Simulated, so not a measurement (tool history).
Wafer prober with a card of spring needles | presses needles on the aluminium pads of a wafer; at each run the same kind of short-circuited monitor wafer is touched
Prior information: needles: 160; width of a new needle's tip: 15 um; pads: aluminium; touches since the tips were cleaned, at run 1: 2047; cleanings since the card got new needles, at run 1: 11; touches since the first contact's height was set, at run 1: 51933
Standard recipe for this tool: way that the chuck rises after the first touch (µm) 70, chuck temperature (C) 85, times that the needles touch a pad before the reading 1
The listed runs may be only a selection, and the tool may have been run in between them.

run,hour,way that the chuck rises after the first touch (µm),chuck temperature (C),times that the needles touch a pad before the reading,touches since the tips were cleaned,cleanings since the card got new needles,touches since the first contact's height was set,resistance of one needle with its contact and lead (mohm),way that a needle slides on the pad (µm)
1,0,70,85,1,2047,11,51933,272,9.78
# hour 5.6: tips cleaned on abrasive film
# hour 15.7: tips cleaned on abrasive film
2,15.9,70,85,1,104,13,58519,240,10.03
# hour 25.4: tips cleaned on abrasive film
3,28.4,70,44,1,1260,14,63721,259,9.89
# hour 35.5: tips cleaned on abrasive film
# hour 46.6: tips cleaned on abrasive film
4,51.6,70,44,1,2095,16,73326,266,9.89
# hour 55.9: tips cleaned on abrasive film
# hour 65.5: tips cleaned on abrasive film
5,69.3,70,44,1,1564,18,80669,259,9.61
# hour 75.4: tips cleaned on abrasive film
6,83.5,70,44,1,3393,19,86578,278,9.78
# hour 85: tips cleaned on abrasive film
# hour 94.2: tips cleaned on abrasive film
# hour 104.3: tips cleaned on abrasive film
7,104.7,70,44,1,166,22,95342,240,9.61
# hour 115.3: tips cleaned on abrasive film
# hour 125.4: tips cleaned on abrasive film
8,131.6,70,44,1,2592,24,106537,270,9.61
# hour 135.5: tips cleaned on abrasive film
9,143.4,70,44,1,3299,25,111442,278,9.77
# hour 144.6: tips cleaned on abrasive film
# hour 153.7: tips cleaned on abrasive film
# hour 163.5: tips cleaned on abrasive film
10,163.5,70,85,1,0,28,119730,245,9.58
# hour 173.7: tips cleaned on abrasive film
# hour 183.6: tips cleaned on abrasive film
11,188.9,70,85,1,2217,30,130296,280,9.42
# hour 194.1: tips cleaned on abrasive film
# hour 204.6: tips cleaned on abrasive film
12,207.9,70,85,1,1403,32,138172,277,9.59
# hour 215.7: tips cleaned on abrasive film
# hour 225.2: tips cleaned on abrasive film
13,231.1,58,30,3,2474,34,147787,256,7.83
# hour 235.4: tips cleaned on abrasive film
# hour 245.2: tips cleaned on abrasive film
14,245.2,77,30,3,0,36,153643,227,10.42
# hour 255.7: tips cleaned on abrasive film
15,261.9,77,51,3,2568,37,160573,247,10.62
# hour 265.5: tips cleaned on abrasive film
# hour 274.5: tips cleaned on abrasive film
16,276.1,65,65,2,654,39,166447,253,8.75
# hour 283.8: tips cleaned on abrasive film
17,289.5,87,121,2,2385,40,172002,262,11.82
# hour 293.9: tips cleaned on abrasive film
# hour 303.5: tips cleaned on abrasive film
# hour 312.5: tips cleaned on abrasive film
18,313.9,59,34,1,573,43,182106,258,7.62
# hour 321.7: tips cleaned on abrasive film
# hour 332.5: tips cleaned on abrasive film
19,332.5,65,82,1,0,45,189851,244,8.73

Subtracting, for every run, the result it would have given without the tool's unlogged condition from the measured result gives the following. The same run-to-run variation enters both numbers; the gauge's scatter may not:
Unlogged tool condition in this case: debris on the tips, nm; way that the needles fall short of the set height, um; tips' diameter, um; drift of the gauge itself on contact_mohm, %; drift of the gauge itself on scrub_um, %.
run,resistance of one needle with its contact and lead (mohm),way that a needle slides on the pad (µm)
1,+35,-0.18
2,+8,-0.21
3,+29,-0.22
4,+39,-0.25
5,+32,-0.28
6,+49,-0.29
7,+9,-0.35
8,+44,-0.38
9,+50,-0.4
10,+6,-0.43
11,+41,-0.45
12,+36,-0.5
13,+26,-0.53
14,+2,-0.56
15,+16,-0.6
16,+16,-0.62
17,+19,-0.64
18,+31,-0.67
19,+6,-0.71
